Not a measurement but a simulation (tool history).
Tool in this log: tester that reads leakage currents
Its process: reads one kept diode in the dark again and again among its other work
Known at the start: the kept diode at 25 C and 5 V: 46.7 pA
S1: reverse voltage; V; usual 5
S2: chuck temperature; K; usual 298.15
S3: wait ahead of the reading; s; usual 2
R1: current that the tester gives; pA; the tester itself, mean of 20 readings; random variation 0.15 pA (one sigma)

{"run": 1, "hour": 0.0, "S1": 5, "S2": 298.15, "S3": 2, "R1": 50.62}
{"run": 2, "hour": 48.2, "S1": 5, "S2": 298.15, "S3": 2, "R1": 50.92}
{"run": 3, "hour": 87.4, "S1": 5, "S2": 298.15, "S3": 2, "R1": 51.04}
{"run": 4, "hour": 162.9, "S1": 5, "S2": 298.15, "S3": 2, "R1": 50.65}
{"run": 5, "hour": 227.0, "S1": 5, "S2": 298.15, "S3": 2, "R1": 50.73}
{"run": 6, "hour": 306.6, "S1": 5, "S2": 304.15, "S3": 2, "R1": 81.65}
{"run": 7, "hour": 358.5, "S1": 9.37, "S2": 315.15, "S3": 5.88, "R1": 276.96}
{"run": 8, "hour": 440.6, "S1": 7.2, "S2": 298.15, "S3": 7, "R1": 62.79}
{"run": 9, "hour": 509.8, "S1": 6.46, "S2": 309.15, "S3": 3.31, "R1": 139.25}
{"hour": 524.4, "done": "chuck's temperature calibrated"}
{"run": 10, "hour": 586.4, "S1": 1.04, "S2": 303.15, "S3": 3.9, "R1": 30.66}
{"run": 11, "hour": 674.6, "S1": 1.04, "S2": 303.15, "S3": 3.9, "R1": 30.31}

For some of the steps in R1 from one run to the next: how much would appear even if the tool had no hidden state, given the settings, what came in and random variation, and how much remains for the hidden state plus any gauge scatter that the measured result and the result without hidden state don't share?
The tool's hidden condition here consists of: stray current of the dirty probe card, pA a volt; current scale over the true one, %; true chuck temperature over the reading, C; drift of the gauge itself on leakage_pa, %.
Run 7 -> 8: S1 9.37 -> 7.2, S2 315.15 -> 298.15, S3 5.88 -> 7. R1 -214.17 pA: hidden state +5.94, all else -220.11.

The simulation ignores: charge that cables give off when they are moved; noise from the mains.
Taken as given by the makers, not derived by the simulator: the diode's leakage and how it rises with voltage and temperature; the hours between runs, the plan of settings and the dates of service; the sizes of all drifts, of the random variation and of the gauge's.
